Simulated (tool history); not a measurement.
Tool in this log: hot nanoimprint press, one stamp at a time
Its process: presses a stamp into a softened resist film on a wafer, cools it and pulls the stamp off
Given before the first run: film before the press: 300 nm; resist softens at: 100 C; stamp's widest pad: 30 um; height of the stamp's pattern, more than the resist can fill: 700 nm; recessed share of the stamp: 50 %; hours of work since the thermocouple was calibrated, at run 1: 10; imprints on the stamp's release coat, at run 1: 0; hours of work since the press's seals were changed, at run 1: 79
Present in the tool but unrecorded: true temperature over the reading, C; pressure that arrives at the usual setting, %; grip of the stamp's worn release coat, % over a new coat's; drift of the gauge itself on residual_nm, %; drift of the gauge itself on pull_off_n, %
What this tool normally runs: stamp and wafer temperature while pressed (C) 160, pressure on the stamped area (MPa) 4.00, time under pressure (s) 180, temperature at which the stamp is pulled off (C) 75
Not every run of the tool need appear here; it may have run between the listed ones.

run,hour,stamp and wafer temperature while pressed (C),pressure on the stamped area (MPa),time under pressure (s),temperature at which the stamp is pulled off (C),hours of work since the thermocouple was calibrated,imprints on the stamp's release coat,hours of work since the press's seals were changed,resist left under the stamp's widest pad (nm),greatest force while the stamp is pulled off (N)
1,0.0,160,4.00,180,75,10,0,79,118.5,147
2,72.0,160,4.00,180,75,60,215,129,119.3,155
3,134.0,160,4.00,250,75,103,400,172,106.4,158
4,198.5,160,4.00,180,75,147,592,217,122.5,167
5,247.0,160,4.00,180,75,181,737,250,124.2,171
6,322.0,160,4.00,180,75,233,960,302,126.6,181
# hour 368.2: plate thermocouple calibrated
7,372.3,160,4.00,180,75,3,1101,335,119.2,181
# hour 412.2: stamp cleaned and given a new release coat
8,440.4,160,4.00,180,75,46,84,378,121.0,150
9,514.2,160,4.00,180,75,97,304,429,122.3,159
10,582.3,160,4.00,180,75,144,507,477,123.7,164
11,635.1,160,4.00,180,75,181,665,513,126.1,168
12,690.4,160,4.00,180,62,219,830,552,126.5,192
13,735.8,160,4.00,180,62,251,965,583,128.3,198
# hour 756.3: plate thermocouple calibrated
14,775.2,155,4.00,180,75,13,1073,608,156.4,181
# hour 823.5: stamp cleaned and given a new release coat
15,848.9,155,4.00,180,75,60,75,655,158.9,154
16,895.9,160,2.60,180,78,93,215,688,147.4,152
17,938.7,164,2.60,92,78,122,343,717,156.9,156
18,988.4,157,5.02,258,73,157,491,752,116.0,167
19,1057.5,157,5.02,258,73,205,697,800,116.8,173
20,1130.8,169,4.00,291,75,255,916,851,63.1,178
# hour 1146.3: plate thermocouple calibrated
21,1179.4,169,4.00,291,75,23,1051,882,60.1,180
# hour 1237.1: stamp cleaned and given a new release coat
22,1240.0,161,3.82,313,75,61,8,920,94.3,150
23,1288.1,161,4.46,290,75,94,152,953,91.6,154
# hour 1322.8: press's hydraulic seals changed and the load cell set to zero
24,1340.6,161,4.46,290,75,125,284,12,88.3,157
25,1413.1,168,4.00,227,75,175,500,63,72.4,165
26,1484.2,168,4.00,227,75,224,712,112,72.9,173
# hour 1543.1: plate thermocouple calibrated
27,1544.8,168,4.00,227,75,1,884,152,69.8,174
28,1596.5,150,4.18,180,75,37,1038,188,197.6,181
# hour 1660.3: stamp cleaned and given a new release coat
29,1675.6,160,4.00,205,75,88,46,238,114.8,152
30,1725.0,165,2.90,299,70,122,193,272,88.5,161

3 options for the next run, each taken on its own from the tool as it stands now. Forecast them:
A,1769.6,171,4.19,180,75,153,326,303,?,?
B,1769.6,163,3.77,299,66,153,326,303,?,?
C,1769.6,160,3.53,204,70,153,326,303,?,?

run,resist left under the stamp's widest pad (nm),greatest force while the stamp is pulled off (N)
A,66.7,158
B,87.8,170
C,124.5,161
Stripped of hidden state, with their random variation kept, the same runs would have yielded:
run,resist left under the stamp's widest pad (nm),greatest force while the stamp is pulled off (N)
A,63.6,147
B,83.7,158
C,118.9,150
